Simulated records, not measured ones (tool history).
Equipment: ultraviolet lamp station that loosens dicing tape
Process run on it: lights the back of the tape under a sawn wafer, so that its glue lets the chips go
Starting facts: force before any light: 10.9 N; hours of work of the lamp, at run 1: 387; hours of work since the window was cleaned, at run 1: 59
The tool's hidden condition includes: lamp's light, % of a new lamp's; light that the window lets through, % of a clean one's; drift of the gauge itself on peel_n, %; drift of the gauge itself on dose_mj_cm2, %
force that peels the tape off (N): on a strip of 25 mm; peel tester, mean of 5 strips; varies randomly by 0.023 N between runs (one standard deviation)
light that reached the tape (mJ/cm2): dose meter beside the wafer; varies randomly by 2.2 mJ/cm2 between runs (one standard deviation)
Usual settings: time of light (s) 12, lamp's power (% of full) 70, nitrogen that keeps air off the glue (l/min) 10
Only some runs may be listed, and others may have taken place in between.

run,hour,time of light (s),lamp's power (% of full),nitrogen that keeps air off the glue (l/min),hours of work of the lamp,hours of work since the window was cleaned,force that peels the tape off (N),light that reached the tape (mJ/cm2)
1,0,12,70,10,387,59,1.581,168
2,18,20,70,10,395,67,0.51,279
3,30.3,20,95,10,401,73,0.245,380
4,42.4,20,95,10,406,78,0.24,379
5,63.5,11,70,10,416,88,1.923,152
6,76.8,11,70,10,422,94,1.925,152
7,97.2,12,70,10,432,104,1.727,163
8,108.7,12,70,11,437,109,1.544,161
9,122,12,70,10,443,115,1.655,159
10,142.7,12,70,10,453,125,1.666,163
11,155,8,70,10,459,131,3.12,104
12,172.3,8,70,10,467,139,3.19,103
13,186.6,12,99,10,473,145,0.867,230
14,202.3,12,99,10,480,153,0.864,222
15,225,8,70,10,491,163,3.307,103
16,235.5,8,70,10,496,168,3.296,106
17,250.5,8,70,10,503,175,3.273,102
18,269,8,70,10,511,184,3.332,102
19,285.4,12,70,10,519,191,1.877,150
20,306.9,12,70,10,529,201,2.001,151
21,320.5,12,61,10,535,207,2.377,132
22,337.6,12,61,10,543,215,2.402,130
23,348.9,9,61,10,549,221,3.511,97
24,362.2,12,70,17,555,227,1.53,151
25,373.5,7,83,10,560,232,3.265,100
26,384,12,67,18,565,237,1.65,144
27,399.8,23,99,18,572,244,0.172,407
28,419.6,23,99,18,581,253,0.175,402
29,434.5,9,67,17,588,260,2.792,101
30,451,12,61,10,596,268,2.561,124
31,461.9,12,92,5,601,273,1.744,194
32,483.5,12,100,13,611,283,0.913,205
33,498.1,12,70,3,618,290,3.415,144
34,511.2,8,70,9,624,296,3.816,98
35,522.9,12,68,10,629,301,2.229,139
36,535.1,12,68,10,635,307,2.244,138
37,555.5,7,70,15,644,317,3.893,85
38,572.6,7,70,15,652,324,3.847,79
39,591.5,10,80,18,661,333,1.94,131
40,603.3,12,70,13,667,339,1.992,142

What if the next run were any one of these 4? Each begins from the tool's condition after run 40:
A,616.9,21,89,11,673,345,?,?
B,616.9,16,77,10,673,345,?,?
C,616.9,12,79,7,673,345,?,?
D,616.9,23,69,3,673,345,?,?

run,force that peels the tape off (N),light that reached the tape (mJ/cm2)
A,0.38,305
B,1.121,202
C,2.1,159
D,1.314,264
With no hidden state in the tool, these same runs would have given:
run,force that peels the tape off (N),light that reached the tape (mJ/cm2)
A,0.168,441
B,0.464,292
C,1.059,228
D,0.572,380
